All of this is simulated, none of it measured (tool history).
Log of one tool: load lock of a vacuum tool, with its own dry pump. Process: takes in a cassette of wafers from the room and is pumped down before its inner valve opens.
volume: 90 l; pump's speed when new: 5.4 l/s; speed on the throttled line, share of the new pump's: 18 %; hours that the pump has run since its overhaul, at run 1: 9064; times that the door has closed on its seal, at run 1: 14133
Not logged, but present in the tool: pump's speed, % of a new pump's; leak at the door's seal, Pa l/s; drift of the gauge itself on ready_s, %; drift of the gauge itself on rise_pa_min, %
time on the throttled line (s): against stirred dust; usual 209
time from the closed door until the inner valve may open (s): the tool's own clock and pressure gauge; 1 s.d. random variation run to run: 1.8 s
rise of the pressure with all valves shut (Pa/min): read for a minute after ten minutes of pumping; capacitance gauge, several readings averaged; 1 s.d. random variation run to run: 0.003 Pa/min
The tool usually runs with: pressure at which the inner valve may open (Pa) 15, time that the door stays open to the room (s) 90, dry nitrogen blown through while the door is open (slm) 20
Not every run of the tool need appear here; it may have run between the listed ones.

run    hour  time on the throttled line (s)  pressure at which the inner valve may open (Pa)  time that the door stays open to the room (s)  dry nitrogen blown through while the door is open (slm)  hours that the pump has run since its overhaul  times that the door has closed on its seal  incoming humidity of the room's air, %  time from the closed door until the inner valve may open (s)  rise of the pressure with all valves shut (Pa/min)
  1     0.0                             209                                               15                                             90                                                       20                                            9064                                       14133                                    46.5                                                         324.8                                               0.099
  2   145.3                             209                                               15                                             90                                                       20                                            9210                                       14370                                    47.8                                                         324.4                                               0.104
  3   373.8                             209                                               15                                             90                                                       20                                            9438                                       14742                                    46.2                                                         324.4                                               0.101
  4   610.3                             209                                               15                                             90                                                       19                                            9675                                       15128                                    47.3                                                         324.7                                               0.108
  5   799.5                             209                                               15                                             90                                                       19                                            9864                                       15436                                    44.0                                                         324.6                                               0.104
  6   947.8                             209                                               15                                             90                                                       19                                           10012                                       15678                                    47.8                                                         326.5                                               0.119
  7  1071.8                             209                                               15                                             90                                                        9                                           10136                                       15880                                    46.3                                                         323.5                                               0.127
  8  1329.6                             209                                               15                                             90                                                       29                                           10394                                       16300                                    43.3                                                         327.4                                               0.103

Run 9 is up next; what results do you expect?
  9  1542.6                             209                                               15                                             90                                                       29                                           10607                                       16647                                    45.3                                                             ?                                                   ?

time from the closed door until the inner valve may open (s): 322.1
rise of the pressure with all valves shut (Pa/min): 0.116
With no hidden state in the tool, this same run would have given time from the closed door until the inner valve may open (s) 316.8, rise of the pressure with all valves shut (Pa/min) 0.023.
